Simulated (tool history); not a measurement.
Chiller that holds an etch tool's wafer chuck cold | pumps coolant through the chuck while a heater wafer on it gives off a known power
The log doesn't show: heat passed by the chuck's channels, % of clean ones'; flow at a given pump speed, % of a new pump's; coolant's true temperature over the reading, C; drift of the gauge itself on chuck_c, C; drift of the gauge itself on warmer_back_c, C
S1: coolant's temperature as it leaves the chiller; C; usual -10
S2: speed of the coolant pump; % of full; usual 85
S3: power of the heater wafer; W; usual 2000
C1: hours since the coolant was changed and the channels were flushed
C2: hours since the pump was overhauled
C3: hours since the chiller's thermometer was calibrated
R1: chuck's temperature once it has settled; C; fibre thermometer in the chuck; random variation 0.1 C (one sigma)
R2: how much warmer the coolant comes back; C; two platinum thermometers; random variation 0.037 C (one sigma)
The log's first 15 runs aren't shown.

run 16 hour=1668.7 | S1=-10 S2=85 S3=2000 | C1=184 C2=1989 C3=367 | R1=9.7 R2=7.87
-- hour=1690.9 gauge calibrated
run 17 hour=1767.9 | S1=-10 S2=85 S3=2000 | C1=283 C2=2088 C3=466 | R1=9.6 R2=7.52
run 18 hour=1870.6 | S1=-16 S2=85 S3=2610 | C1=386 C2=2190 C3=569 | R1=9.7 R2=9.75
run 19 hour=1986 | S1=-14 S2=73 S3=1401 | C1=501 C2=2306 C3=685 | R1=1.6 R2=6.14
run 20 hour=2141.5 | S1=-14 S2=73 S3=1401 | C1=657 C2=2461 C3=840 | R1=1.7 R2=6.14
run 21 hour=2277.9 | S1=-1 S2=81 S3=1461 | C1=793 C2=2598 C3=976 | R1=14 R2=5.89
run 22 hour=2363.7 | S1=-1 S2=81 S3=1461 | C1=879 C2=2683 C3=1062 | R1=14 R2=5.87
run 23 hour=2491.7 | S1=-5 S2=81 S3=1461 | C1=1007 C2=2812 C3=1190 | R1=9.9 R2=5.91
run 24 hour=2565.9 | S1=-5 S2=81 S3=1461 | C1=1081 C2=2886 C3=1264 | R1=9.9 R2=5.96
run 25 hour=2650.1 | S1=-5 S2=81 S3=1461 | C1=1165 C2=2970 C3=1349 | R1=9.8 R2=5.98
run 26 hour=2745.7 | S1=-5 S2=74 S3=1461 | C1=1261 C2=3066 C3=1444 | R1=11 R2=6.48
run 27 hour=2837.2 | S1=-1 S2=72 S3=1207 | C1=1352 C2=3157 C3=1536 | R1=12.6 R2=5.58
run 28 hour=2976.2 | S1=-10 S2=83 S3=2000 | C1=1491 C2=3296 C3=1675 | R1=10.1 R2=7.91
run 29 hour=3085.5 | S1=-15 S2=97 S3=2875 | C1=1601 C2=3405 C3=1784 | R1=10.4 R2=9.74
run 30 hour=3195.5 | S1=-15 S2=97 S3=2875 | C1=1710 C2=3515 C3=1894 | R1=10.3 R2=9.83
run 31 hour=3276.7 | S1=-15 S2=97 S3=2875 | C1=1792 C2=3596 C3=1975 | R1=10.4 R2=9.75
run 32 hour=3351.7 | S1=-15 S2=97 S3=2875 | C1=1867 C2=3672 C3=2050 | R1=10.2 R2=9.79

Forecast each of these 4 alternatives for the next run:
run A hour=3424.1 | S1=-15 S2=91 S3=1623 | C1=1939 C2=3744 C3=2123 | R1=? R2=?
run B hour=3424.1 | S1=-5 S2=97 S3=1515 | C1=1939 C2=3744 C3=2123 | R1=? R2=?
run C hour=3424.1 | S1=-15 S2=62 S3=2875 | C1=1939 C2=3744 C3=2123 | R1=? R2=?
run D hour=3424.1 | S1=-10 S2=88 S3=1024 | C1=1939 C2=3744 C3=2123 | R1=? R2=?

run=A R1=0.2 R2=6.09
run=B R1=8.4 R2=5.33
run=C R1=21.4 R2=15.07
run=D R1=-0.2 R2=4.12
Without the tool's hidden state the same runs would have given:
run=A R1=0.2 R2=5.68
run=B R1=8.4 R2=4.93
run=C R1=21.4 R2=14.66
run=D R1=-0.3 R2=3.72

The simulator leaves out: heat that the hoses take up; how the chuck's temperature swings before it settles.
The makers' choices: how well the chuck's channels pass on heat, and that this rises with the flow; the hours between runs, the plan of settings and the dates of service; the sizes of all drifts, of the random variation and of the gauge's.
